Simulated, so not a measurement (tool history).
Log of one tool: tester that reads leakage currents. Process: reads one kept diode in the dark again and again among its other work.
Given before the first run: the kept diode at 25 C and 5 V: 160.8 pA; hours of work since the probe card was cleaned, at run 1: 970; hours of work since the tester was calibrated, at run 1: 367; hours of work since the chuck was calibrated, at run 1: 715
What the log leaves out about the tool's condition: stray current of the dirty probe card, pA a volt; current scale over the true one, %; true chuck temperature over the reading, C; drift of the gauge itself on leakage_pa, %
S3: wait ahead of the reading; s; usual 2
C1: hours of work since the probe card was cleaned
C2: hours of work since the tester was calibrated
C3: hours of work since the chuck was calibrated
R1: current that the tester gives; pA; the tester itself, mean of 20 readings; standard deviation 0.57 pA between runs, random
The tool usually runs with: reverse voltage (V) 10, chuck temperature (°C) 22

Run 1, day 0: usual settings; C1 970; C2 367; C3 715. Result: R1 211.06 pA.
Run 2, day 1.938: usual settings; C1 995; C2 393; C3 741. Result: R1 211.81 pA.
Run 3, day 4.129: usual settings; C1 1024; C2 422; C3 770. Result: R1 212.8 pA.
Run 4, day 5.404: usual settings but reverse voltage (V) 6.6; C1 1041; C2 439; C3 787. Result: R1 166.89 pA.
Run 5, day 6.433: usual settings but reverse voltage (V) 6.6; C1 1055; C2 453; C3 801. Result: R1 166.58 pA.
Run 6, day 8.412: usual settings but reverse voltage (V) 6.6; C1 1081; C2 479; C3 827. Result: R1 167.41 pA.
Run 7, day 10.012: usual settings but reverse voltage (V) 6.6; C1 1103; C2 500; C3 848. Result: R1 167.95 pA.
Run 8, day 11.367: usual settings but reverse voltage (V) 6.6; C1 1121; C2 518; C3 866. Result: R1 167.8 pA.
Run 9, day 13.083: usual settings but S3 0.65 s; C1 1143; C2 541; C3 889. Result: R1 217.99 pA.
Run 10, day 14.604: usual settings but S3 0.65 s; C1 1164; C2 561; C3 909. Result: R1 218.39 pA.
Run 11, day 16.275: usual settings but S3 0.65 s; C1 1186; C2 583; C3 931. Result: R1 219.27 pA.
Run 12, day 18.604: usual settings; C1 1217; C2 614; C3 962. Result: R1 218.13 pA.
Run 13, day 19.933: usual settings; C1 1234; C2 632; C3 980. Result: R1 219.45 pA.
Run 14, day 21.783: usual settings; C1 1259; C2 656; C3 1004. Result: R1 218.81 pA.
Run 15, day 22.996: usual settings; C1 1275; C2 672; C3 1021. Result: R1 219.72 pA.
Run 16, day 24.6: usual settings; C1 1296; C2 694; C3 1042. Result: R1 218.76 pA.
Run 17, day 25.646: usual settings but S3 1.44 s; C1 1310; C2 708; C3 1056. Result: R1 220.81 pA.
At day 25.879: probe card cleaned and baked.
Run 18, day 26.808: usual settings but S3 1.44 s; C1 12; C2 721; C3 1070. Result: R1 223.55 pA.
Run 19, day 28.767: usual settings but S3 1.44 s; C1 38; C2 747; C3 1096. Result: R1 223.84 pA.
Run 20, day 31.017: usual settings but S3 1.44 s; C1 68; C2 777; C3 1125. Result: R1 225.02 pA.
Run 21, day 32.404: usual settings but S3 1.44 s; C1 87; C2 796; C3 1144. Result: R1 224.76 pA.
Run 22, day 34.775: usual settings but S3 1.44 s; C1 118; C2 827; C3 1175. Result: R1 226.82 pA.
At day 35.8: probe card cleaned and baked, once more.
Run 23, day 35.95: usual settings but S3 1.44 s; C1 2; C2 841; C3 1189. Result: R1 216.21 pA.
Run 24, day 37.767: usual settings but S3 1.44 s; C1 26; C2 865; C3 1213. Result: R1 217.6 pA.
Run 25, day 39.683: usual settings but reverse voltage (V) 1.2, chuck temperature (°C) 36, S3 5.17 s; C1 52; C2 891; C3 1239. Result: R1 185.98 pA.
Run 26, day 40.938: usual settings but reverse voltage (V) 1.2, chuck temperature (°C) 36; C1 68; C2 907; C3 1256. Result: R1 185.82 pA.
Run 27, day 41.933: usual settings but reverse voltage (V) 4.2, S3 0.4 s; C1 81; C2 921; C3 1269. Result: R1 131.53 pA.
Run 28, day 43.796: usual settings but reverse voltage (V) 4.2, S3 0.4 s; C1 106; C2 945; C3 1294. Result: R1 132.24 pA.
Run 29, day 46.138: usual settings but reverse voltage (V) 4.2, S3 0.4 s; C1 137; C2 976; C3 1325. Result: R1 132.19 pA.
Run 30, day 48.392: usual settings but reverse voltage (V) 4.2, S3 0.4 s; C1 167; C2 1006; C3 1355. Result: R1 133.31 pA.
Run 31, day 50.312: usual settings but reverse voltage (V) 6.8, S3 0.55 s; C1 193; C2 1032; C3 1380. Result: R1 176.66 pA.
Run 32, day 52.021: usual settings but chuck temperature (°C) 24; C1 215; C2 1055; C3 1403. Result: R1 259.27 pA.
Run 33, day 53.704: usual settings but reverse voltage (V) 11.2, chuck temperature (°C) 25, S3 0.96 s; C1 238; C2 1077; C3 1425. Result: R1 304.09 pA.
Run 34, day 55.046: usual settings but reverse voltage (V) 11.2, chuck temperature (°C) 25, S3 0.34 s; C1 256; C2 1095; C3 1443. Result: R1 307.47 pA.
Run 35, day 56.246: usual settings but reverse voltage (V) 11.2, chuck temperature (°C) 25, S3 0.34 s; C1 272; C2 1111; C3 1459. Result: R1 307.34 pA.
Run 36, day 57.95: usual settings but chuck temperature (°C) 43; C1 294; C2 1133; C3 1481. Result: R1 1107.02 pA.
Run 37, day 59.871: usual settings but chuck temperature (°C) 45; C1 320; C2 1159; C3 1507. Result: R1 1283.9 pA.
Run 38, day 62.25: usual settings but reverse voltage (V) 2.9, chuck temperature (°C) 40, S3 1.71 s; C1 351; C2 1190; C3 1539. Result: R1 431.59 pA.
Run 39, day 64.417: usual settings but reverse voltage (V) 1.1, chuck temperature (°C) 27; C1 380; C2 1219; C3 1567. Result: R1 90.37 pA.
Run 40, day 66.204: usual settings but reverse voltage (V) 1.1, chuck temperature (°C) 27; C1 404; C2 1243; C3 1591. Result: R1 90.81 pA.
Run 41, day 67.8: usual settings but reverse voltage (V) 6.6, chuck temperature (°C) 27, S3 0.87 s; C1 425; C2 1264; C3 1612. Result: R1 264.53 pA.

3 options for the next run, each taken on its own from the tool as it stands now. Forecast them:
Run A, day 69.504: usual settings but reverse voltage (V) 9.4; C1 448; C2 1287; C3 1635. Result: R1 ?.
Run B, day 69.504: usual settings but reverse voltage (V) 1.1, chuck temperature (°C) 39, S3 2.53 s; C1 448; C2 1287; C3 1635. Result: R1 ?.
Run C, day 69.504: usual settings but reverse voltage (V) 1.8, chuck temperature (°C) 40, S3 1.4 s; C1 448; C2 1287; C3 1635. Result: R1 ?.

run      R1
  A  219.09
  B  227.79
  C  328.39
Had the tool no hidden state, the same runs would have come out as:
run      R1
  A  183.01
  B  195.31
  C  281.81
